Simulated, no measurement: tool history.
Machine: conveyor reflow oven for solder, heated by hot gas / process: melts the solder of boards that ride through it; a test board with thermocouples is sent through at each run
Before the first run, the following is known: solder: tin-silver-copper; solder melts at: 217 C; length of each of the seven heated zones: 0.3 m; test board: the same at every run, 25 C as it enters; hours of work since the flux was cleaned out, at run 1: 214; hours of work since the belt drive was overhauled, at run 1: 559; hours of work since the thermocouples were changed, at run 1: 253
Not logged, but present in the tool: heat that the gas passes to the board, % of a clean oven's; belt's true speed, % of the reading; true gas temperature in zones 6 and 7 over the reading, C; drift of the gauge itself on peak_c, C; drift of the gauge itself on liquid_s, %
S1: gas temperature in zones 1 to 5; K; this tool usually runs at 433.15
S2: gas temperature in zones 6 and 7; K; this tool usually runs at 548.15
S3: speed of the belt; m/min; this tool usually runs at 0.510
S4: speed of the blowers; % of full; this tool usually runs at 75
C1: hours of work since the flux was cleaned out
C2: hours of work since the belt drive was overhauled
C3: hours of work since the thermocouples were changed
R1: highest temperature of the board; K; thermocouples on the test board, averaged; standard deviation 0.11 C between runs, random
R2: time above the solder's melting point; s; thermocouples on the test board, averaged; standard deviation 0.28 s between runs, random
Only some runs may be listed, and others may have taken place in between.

run	hour	S1	S2	S3	S4	C1	C2	C3	R1	R2
1	0.0	433.15	548.15	0.510	75	214	559	253	532.35	54.0
2	33.0	433.15	548.15	0.510	75	234	578	273	532.15	54.1
3	70.6	433.15	548.15	0.510	75	256	600	295	532.25	54.1
# hour 90.0: flux residue cleaned out of gas plates and filters
4	101.8	433.15	548.15	0.510	75	7	616	310	531.35	53.0
5	131.6	433.15	548.15	0.510	75	24	633	328	531.25	53.6
6	152.1	433.15	548.15	0.510	75	37	645	340	531.15	52.9
7	172.7	433.15	557.15	0.510	75	49	657	352	538.95	57.2
8	202.0	433.15	557.15	0.510	75	66	675	369	539.05	56.6
9	220.9	433.15	548.15	0.510	75	77	686	380	531.15	52.6
10	244.7	433.15	548.15	0.510	75	91	700	394	530.95	53.0
11	266.8	433.15	548.15	0.510	75	104	713	407	530.95	52.8
12	297.9	433.15	548.15	0.510	75	122	731	425	531.05	53.4
13	317.7	433.15	548.15	0.510	75	134	743	437	530.85	53.3
# hour 331.3: flux residue cleaned out of gas plates and filters, once more
14	341.0	433.15	548.15	0.510	75	6	753	448	533.45	55.0
15	376.9	433.15	548.15	0.554	75	27	774	469	530.55	48.8
16	405.6	443.15	552.15	0.448	75	44	791	486	541.95	71.1
17	429.2	443.15	552.15	0.448	75	58	805	500	541.85	71.1
18	450.2	443.15	552.15	0.448	75	70	818	512	541.95	71.1
19	488.6	443.15	552.15	0.448	75	92	840	535	541.75	70.9
20	507.5	443.15	552.15	0.448	75	104	851	546	542.05	71.4
21	542.6	443.15	552.15	0.448	75	124	872	566	541.85	71.0
22	568.0	443.15	552.15	0.448	75	139	887	581	541.65	71.1
23	586.9	443.15	552.15	0.448	75	150	898	592	541.85	71.3
24	603.7	443.15	555.15	0.591	67	160	908	602	532.95	49.0
25	643.8	443.15	555.15	0.591	67	184	931	626	532.65	48.4
26	673.0	443.15	555.15	0.591	67	201	949	643	532.45	48.7
27	704.3	443.15	555.15	0.591	67	219	967	661	532.55	48.3
28	730.1	447.15	548.15	0.474	75	234	982	677	536.95	66.2

What if the next run were any one of these 3? Each begins from the tool's condition after run 28:
A	769.1	440.15	556.15	0.465	75	257	1005	699	?	?
B	769.1	421.15	562.15	0.474	75	257	1005	699	?	?
C	769.1	439.15	548.15	0.474	75	257	1005	699	?	?

run	R1	R2
A	543.85	67.9
B	546.25	63.8
C	535.85	63.2
The same runs, with their run-to-run variation unchanged, on a tool lacking any hidden condition would have given:
run	R1	R2
A	543.25	65.9
B	545.75	61.9
C	535.25	61.3
